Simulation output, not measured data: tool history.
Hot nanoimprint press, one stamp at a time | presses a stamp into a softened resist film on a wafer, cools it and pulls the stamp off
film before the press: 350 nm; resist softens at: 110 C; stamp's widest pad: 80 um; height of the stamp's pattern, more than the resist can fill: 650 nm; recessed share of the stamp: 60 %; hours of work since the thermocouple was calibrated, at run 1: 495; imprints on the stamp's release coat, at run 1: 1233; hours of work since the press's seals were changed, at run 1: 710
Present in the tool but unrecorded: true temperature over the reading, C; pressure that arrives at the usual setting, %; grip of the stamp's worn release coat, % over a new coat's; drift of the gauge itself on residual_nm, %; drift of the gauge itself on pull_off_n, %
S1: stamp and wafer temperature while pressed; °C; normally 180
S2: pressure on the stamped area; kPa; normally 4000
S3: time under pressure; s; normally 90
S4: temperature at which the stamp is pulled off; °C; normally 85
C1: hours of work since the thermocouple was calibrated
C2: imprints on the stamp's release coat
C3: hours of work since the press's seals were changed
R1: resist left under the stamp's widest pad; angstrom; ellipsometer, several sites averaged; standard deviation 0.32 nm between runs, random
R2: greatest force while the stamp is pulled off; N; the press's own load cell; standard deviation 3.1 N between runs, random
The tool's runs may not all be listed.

run,hour,S1,S2,S3,S4,C1,C2,C3,R1,R2
1,0,180,4000,90,85,495,1233,710,1793,149
# hour 24.2: plate thermocouple calibrated
2,50.8,168,4000,90,85,16,1385,739,2624,148
3,131.1,180,4000,90,85,65,1641,788,1793,150
4,222.5,188,4000,90,85,121,1932,844,1342,154
# hour 295.2: press's hydraulic seals changed and the load cell set to zero
5,295.2,180,4000,90,75,160,2138,0,1787,195
# hour 315.3: stamp cleaned and given a new release coat
6,351.7,180,4000,90,75,191,116,31,1785,188
7,420.2,180,3210,90,75,233,334,72,1971,189
8,486.7,187,3210,90,75,273,546,113,1553,186
9,564.6,187,3210,90,75,321,794,161,1547,190
10,652.1,180,4000,90,85,374,1073,214,1777,155
11,711.1,180,4000,164,85,410,1261,250,1434,147
12,805.6,180,4000,164,85,468,1562,307,1433,147
# hour 876.9: plate thermocouple calibrated
13,902.6,180,4000,55,85,16,1861,365,2059,153
14,994,180,5270,90,85,71,2152,420,1539,155
# hour 1004.3: stamp cleaned and given a new release coat
15,1042.4,180,2990,142,71,97,121,446,1744,205
16,1101.7,180,2990,142,71,133,310,482,1744,208
17,1193.2,169,2990,142,74,189,601,538,2483,183

Forecast run 18:
18,1251,180,4000,60,88,224,785,573,?,?

R1: 2000 angstrom
R2: 135 N
Take away the tool's hidden state, keep the run-to-run variation as it was, and the same run would have given R1 2036 angstrom, R2 135 N.

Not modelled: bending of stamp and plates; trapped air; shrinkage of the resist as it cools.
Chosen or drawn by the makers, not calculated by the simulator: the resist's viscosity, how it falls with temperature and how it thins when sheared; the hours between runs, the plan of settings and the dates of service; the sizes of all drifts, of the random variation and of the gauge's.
